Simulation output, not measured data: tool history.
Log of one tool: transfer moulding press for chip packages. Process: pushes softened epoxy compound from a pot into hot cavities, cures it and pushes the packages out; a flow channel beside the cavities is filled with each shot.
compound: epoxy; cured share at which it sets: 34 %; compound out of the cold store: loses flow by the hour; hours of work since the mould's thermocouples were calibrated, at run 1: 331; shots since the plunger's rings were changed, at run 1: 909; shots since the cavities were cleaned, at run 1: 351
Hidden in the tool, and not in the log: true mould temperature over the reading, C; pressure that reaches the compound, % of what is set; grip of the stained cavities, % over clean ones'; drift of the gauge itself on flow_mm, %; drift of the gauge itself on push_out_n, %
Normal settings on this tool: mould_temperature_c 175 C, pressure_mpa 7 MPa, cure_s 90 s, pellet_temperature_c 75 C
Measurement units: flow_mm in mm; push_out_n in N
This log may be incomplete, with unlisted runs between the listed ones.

run   hour  mould_temperature_c  pressure_mpa  cure_s  pellet_temperature_c  hours of work since the mould's thermocouples were calibrated  shots since the plunger's rings were changed  shots since the cavities were cleaned  incoming compound's hours out of the cold store  flow_mm  push_out_n
  1      0                  175             7      90                    75                                                            331                                           909                                    351                                             11.5      999         390
      30.3  -- cavities cleaned with cleaning compound and waxed
  2   46.8                  175             7      90                    75                                                            349                                          1275                                    133                                             21.5      970         281
  3   69.9                  175             7      90                    75                                                            358                                          1462                                    320                                             35.6      933         353
  4   94.8                  175             7      83                    75                                                            369                                          1665                                    523                                             32.9      935         451
     103.9  -- cavities cleaned with cleaning compound and waxed
  5  142.5                  175             7      83                    75                                                            387                                          2038                                    312                                             12.5      970         418
     174.6  -- cavities cleaned with cleaning compound and waxed
  6  174.7                  175             7      83                    75                                                            400                                          2287                                      1                                             12.1      970         237
  7    221                  175             7      83                    75                                                            418                                          2662                                    376                                             17.6      947         439
     246.7  -- cavities cleaned with cleaning compound and waxed
  8  267.3                  175             7      83                    75                                                            437                                          3025                                    168                                             40.5      878         349
  9  287.3                  175             7      83                    75                                                            445                                          3186                                    329                                               34      906         410
     317.2  -- cavities cleaned with cleaning compound and waxed
 10  332.6                  175             7      83                    75                                                            462                                          3541                                    125                                             10.2      932         336
 11  368.1                  175             7      83                    75                                                            477                                          3828                                    412                                             34.6      882         448
     388.7  -- cavities cleaned with cleaning compound and waxed
 12  417.1                  175             7      83                    75                                                            496                                          4213                                    230                                             39.7      859         374
 13  449.2                  175             7      83                    75                                                            509                                          4473                                    490                                             46.8      839         445
     462.2  -- cavities cleaned with cleaning compound and waxed
 14  483.5                  178          5.91     113                    75                                                            522                                          4738                                    172                                              9.5      837         256
 15  519.8                  180             7      91                    75                                                            537                                          5033                                    467                                             42.7      817         343
     525.2  -- mould's thermocouples calibrated
     534.8  -- cavities cleaned with cleaning compound and waxed
 16  562.7                  180             7      91                    75                                                             15                                          5352                                    226                                              8.5      894         281
 17  586.9                  180             7      91                    75                                                             24                                          5547                                    421                                             19.1      862         336
     605.8  -- cavities cleaned with cleaning compound and waxed
 18  618.1                  180          6.23      91                    77                                                             36                                          5788                                    100                                             30.2      793         236
 19  659.4                  170          8.35     125                    78                                                             53                                          6122                                    434                                             38.1      932         349
     677.9  -- plunger's sealing rings changed
     679.4  -- cavities cleaned with cleaning compound and waxed
 20  700.5                  170          8.35     125                    78                                                             68                                           171                                    171                                             40.6     1049         267
 21  741.1                  179             7      86                    76                                                             85                                           500                                    500                                              9.6     1009         373
     754.4  -- mould's thermocouples calibrated, once more
     755.9  -- cavities cleaned with cleaning compound and waxed
 22  770.5                  170           8.2     111                    73                                                              6                                           709                                    118                                             10.4     1110         277
 23  806.3                  170          5.49     111                    73                                                             20                                           999                                    408                                             27.5      864         371
     827.1  -- cavities cleaned with cleaning compound and waxed
 24  849.3                  170          5.32      96                    74                                                             37                                          1335                                    180                                             35.1      827         355
 25  869.5                  172          5.32      96                    74                                                             45                                          1499                                    344                                             16.9      856         379

For run 26, what comes out?
     900.3  -- cavities cleaned with cleaning compound and waxed
 26  906.1                  172          5.32      96                    74                                                             60                                          1783                                     47                                             18.9        ?           ?

flow_mm: 842 mm
push_out_n: 249 N
Take away the tool's hidden state, keep the run-to-run variation as it was, and the same run would have given flow_mm 874 mm, push_out_n 209 N.

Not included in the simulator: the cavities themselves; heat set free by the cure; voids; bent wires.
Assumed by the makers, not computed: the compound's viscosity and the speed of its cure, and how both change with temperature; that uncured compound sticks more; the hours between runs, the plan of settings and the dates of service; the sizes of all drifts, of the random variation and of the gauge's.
